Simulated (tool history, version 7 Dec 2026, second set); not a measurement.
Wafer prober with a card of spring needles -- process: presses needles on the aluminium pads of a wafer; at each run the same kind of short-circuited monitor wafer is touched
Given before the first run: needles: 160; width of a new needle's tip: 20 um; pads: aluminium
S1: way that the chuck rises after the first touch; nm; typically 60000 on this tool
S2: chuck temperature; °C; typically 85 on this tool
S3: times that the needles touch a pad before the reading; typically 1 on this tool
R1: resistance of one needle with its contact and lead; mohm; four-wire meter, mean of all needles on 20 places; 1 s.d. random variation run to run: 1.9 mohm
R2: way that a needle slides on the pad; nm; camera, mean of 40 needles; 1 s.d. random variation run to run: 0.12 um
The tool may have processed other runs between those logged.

| run | hour | S1 | S2 | S3 | R1 | R2 |
|---|---|---|---|---|---|---|
| 1 | 0.0 | 60000 | 85 | 1 | 320 | 16340 |
|  | 2.8 | tips cleaned on abrasive film |
|  | 9.8 | tips cleaned on abrasive film |
|  | 15.3 | tips cleaned on abrasive film |
|  | 20.9 | tips cleaned on abrasive film |
| 2 | 21.8 | 60000 | 85 | 1 | 243 | 16660 |
|  | 27.4 | tips cleaned on abrasive film |
|  | 32.9 | tips cleaned on abrasive film |
|  | 38.5 | tips cleaned on abrasive film |
|  | 44.0 | tips cleaned on abrasive film |
|  | 51.0 | tips cleaned on abrasive film |
|  | 57.9 | tips cleaned on abrasive film |
|  | 63.4 | tips cleaned on abrasive film |
| 3 | 63.6 | 60000 | 85 | 1 | 221 | 16340 |
|  | 69.1 | tips cleaned on abrasive film |
|  | 74.7 | tips cleaned on abrasive film |
|  | 80.3 | tips cleaned on abrasive film |
|  | 85.8 | tips cleaned on abrasive film |
|  | 91.4 | tips cleaned on abrasive film |
| 4 | 92.4 | 72000 | 85 | 1 | 233 | 19790 |
|  | 97.9 | tips cleaned on abrasive film |
|  | 104.8 | tips cleaned on abrasive film |
|  | 111.8 | tips cleaned on abrasive film |
|  | 118.7 | tips cleaned on abrasive film |
|  | 125.6 | tips cleaned on abrasive film |
| 5 | 129.3 | 72000 | 85 | 1 | 285 | 19780 |
|  | 132.1 | tips cleaned on abrasive film |
|  | 137.7 | tips cleaned on abrasive film |
|  | 143.2 | tips cleaned on abrasive film |
|  | 148.8 | tips cleaned on abrasive film |
|  | 155.7 | tips cleaned on abrasive film |
|  | 161.3 | tips cleaned on abrasive film |
| 6 | 164.3 | 72000 | 85 | 1 | 279 | 19800 |
|  | 167.1 | tips cleaned on abrasive film |
|  | 172.7 | tips cleaned on abrasive film |
|  | 179.6 | tips cleaned on abrasive film |
|  | 186.5 | tips cleaned on abrasive film |
| 7 | 186.9 | 72000 | 85 | 1 | 224 | 19380 |
|  | 192.4 | tips cleaned on abrasive film |
|  | 198.0 | tips cleaned on abrasive film |
|  | 201.0 | height of the first contact set anew |
|  | 203.8 | tips cleaned on abrasive film |
|  | 209.4 | tips cleaned on abrasive film |
|  | 216.3 | tips cleaned on abrasive film |
|  | 221.9 | tips cleaned on abrasive film |
| 8 | 224.9 | 72000 | 85 | 1 | 283 | 20160 |
|  | 227.7 | tips cleaned on abrasive film |
|  | 233.3 | tips cleaned on abrasive film |
|  | 240.2 | tips cleaned on abrasive film |
|  | 245.8 | tips cleaned on abrasive film |
|  | 251.4 | tips cleaned on abrasive film |
| 9 | 253.9 | 60000 | 85 | 1 | 305 | 16550 |
|  | 258.1 | tips cleaned on abrasive film |
|  | 263.6 | tips cleaned on abrasive film |
|  | 269.2 | tips cleaned on abrasive film |
|  | 276.1 | tips cleaned on abrasive film |
|  | 281.7 | tips cleaned on abrasive film |
|  | 287.2 | tips cleaned on abrasive film |
| 10 | 288.9 | 60000 | 85 | 1 | 268 | 16440 |
|  | 293.1 | tips cleaned on abrasive film |
|  | 300.0 | tips cleaned on abrasive film |
|  | 306.9 | tips cleaned on abrasive film |
|  | 312.5 | tips cleaned on abrasive film |
|  | 319.4 | tips cleaned on abrasive film |
|  | 325.0 | tips cleaned on abrasive film |
|  | 331.9 | tips cleaned on abrasive film |
| 11 | 333.2 | 60000 | 85 | 2 | 240 | 16300 |
|  | 338.8 | tips cleaned on abrasive film |
|  | 344.3 | tips cleaned on abrasive film |
|  | 351.3 | tips cleaned on abrasive film |
|  | 356.8 | tips cleaned on abrasive film |
|  | 362.4 | tips cleaned on abrasive film |
|  | 369.3 | tips cleaned on abrasive film |
| 12 | 370.4 | 60000 | 85 | 2 | 239 | 16220 |
|  | 376.0 | tips cleaned on abrasive film |
|  | 382.9 | tips cleaned on abrasive film |
|  | 389.9 | tips cleaned on abrasive film |
|  | 396.8 | tips cleaned on abrasive film |
|  | 402.9 | tips cleaned on abrasive film |
| 13 | 402.9 | 60000 | 85 | 2 | 211 | 16260 |
|  | 409.8 | tips cleaned on abrasive film |
|  | 416.7 | tips cleaned on abrasive film |
|  | 422.3 | tips cleaned on abrasive film |
| 14 | 427.7 | 60000 | 85 | 2 | 316 | 16140 |
|  | 429.2 | tips cleaned on abrasive film |
|  | 434.7 | tips cleaned on abrasive film |
|  | 441.6 | tips cleaned on abrasive film |
|  | 448.6 | tips cleaned on abrasive film |
|  | 453.0 | height of the first contact set anew |
|  | 455.8 | tips cleaned on abrasive film |
|  | 462.6 | tips cleaned on abrasive film |
| 15 | 462.6 | 60000 | 85 | 2 | 211 | 16650 |
|  | 468.1 | tips cleaned on abrasive film |
|  | 473.7 | tips cleaned on abrasive film |
|  | 479.3 | tips cleaned on abrasive film |
|  | 484.8 | tips cleaned on abrasive film |
|  | 490.4 | tips cleaned on abrasive film |
| 16 | 495.6 | 73000 | 122 | 1 | 309 | 19740 |
|  | 497.1 | tips cleaned on abrasive film |
|  | 502.6 | tips cleaned on abrasive film |
|  | 508.2 | tips cleaned on abrasive film |
|  | 513.7 | tips cleaned on abrasive film |
| 17 | 517.3 | 65000 | 27 | 2 | 261 | 18080 |
|  | 520.1 | tips cleaned on abrasive film |
|  | 527.0 | tips cleaned on abrasive film |
|  | 532.6 | tips cleaned on abrasive film |
|  | 538.1 | tips cleaned on abrasive film |
|  | 545.1 | tips cleaned on abrasive film |
| 18 | 547.5 | 65000 | 27 | 2 | 242 | 17920 |
|  | 551.7 | tips cleaned on abrasive film |
|  | 557.3 | tips cleaned on abrasive film |
|  | 564.2 | tips cleaned on abrasive film |
|  | 569.8 | tips cleaned on abrasive film |
|  | 575.3 | tips cleaned on abrasive film |
| 19 | 577.4 | 60000 | 89 | 1 | 293 | 16370 |
|  | 581.6 | tips cleaned on abrasive film |
|  | 587.1 | tips cleaned on abrasive film |
|  | 592.7 | tips cleaned on abrasive film |
|  | 599.6 | tips cleaned on abrasive film |
|  | 606.5 | tips cleaned on abrasive film |
|  | 612.1 | tips cleaned on abrasive film |
|  | 617.7 | tips cleaned on abrasive film |
|  | 624.1 | tips cleaned on abrasive film |
| 20 | 624.1 | 48000 | 85 | 2 | 221 | 12820 |
|  | 631.0 | tips cleaned on abrasive film |
|  | 636.6 | tips cleaned on abrasive film |
|  | 643.5 | tips cleaned on abrasive film |
|  | 649.1 | tips cleaned on abrasive film |
| 21 | 652.6 | 48000 | 85 | 2 | 341 | 12830 |
|  | 655.4 | tips cleaned on abrasive film |
|  | 661.0 | tips cleaned on abrasive film |
|  | 666.6 | tips cleaned on abrasive film |
|  | 672.1 | tips cleaned on abrasive film |
|  | 679.1 | tips cleaned on abrasive film |
|  | 684.6 | tips cleaned on abrasive film |
|  | 690.2 | tips cleaned on abrasive film |
| 22 | 694.4 | 48000 | 85 | 2 | 374 | 12500 |
|  | 695.9 | tips cleaned on abrasive film |
|  | 701.4 | tips cleaned on abrasive film |
|  | 704.4 | height of the first contact set anew |
|  | 707.3 | tips cleaned on abrasive film |
|  | 712.8 | tips cleaned on abrasive film |
|  | 719.8 | tips cleaned on abrasive film |
|  | 725.3 | tips cleaned on abrasive film |
|  | 732.2 | tips cleaned on abrasive film |
| 23 | 733.6 | 69000 | 77 | 1 | 255 | 19130 |

3 ways to go on from here, each from the tool as it stands after run 23. What would each give?
|  | 737.8 | tips cleaned on abrasive film |
|  | 743.4 | tips cleaned on abrasive film |
|  | 748.9 | tips cleaned on abrasive film |
|  | 754.5 | tips cleaned on abrasive film |
|  | 761.4 | tips cleaned on abrasive film |
|  | 767.0 | tips cleaned on abrasive film |
|  | 773.9 | tips cleaned on abrasive film |
| A | 778.0 | 43000 | 77 | 2 | ? | ? |
|  | 737.8 | tips cleaned on abrasive film |
|  | 743.4 | tips cleaned on abrasive film |
|  | 748.9 | tips cleaned on abrasive film |
|  | 754.5 | tips cleaned on abrasive film |
|  | 761.4 | tips cleaned on abrasive film |
|  | 767.0 | tips cleaned on abrasive film |
|  | 773.9 | tips cleaned on abrasive film |
| B | 778.0 | 60000 | 85 | 2 | ? | ? |
|  | 737.8 | tips cleaned on abrasive film |
|  | 743.4 | tips cleaned on abrasive film |
|  | 748.9 | tips cleaned on abrasive film |
|  | 754.5 | tips cleaned on abrasive film |
|  | 761.4 | tips cleaned on abrasive film |
|  | 767.0 | tips cleaned on abrasive film |
|  | 773.9 | tips cleaned on abrasive film |
| C | 778.0 | 41000 | 77 | 1 | ? | ? |

| run | R1 | R2 |
|---|---|---|
| A | 403 | 11600 |
| B | 300 | 16680 |
| C | 569 | 11370 |
Without the tool's unlogged condition, the same runs would have read:
| run | R1 | R2 |
|---|---|---|
| A | 199 | 11820 |
| B | 193 | 16910 |
| C | 201 | 11600 |
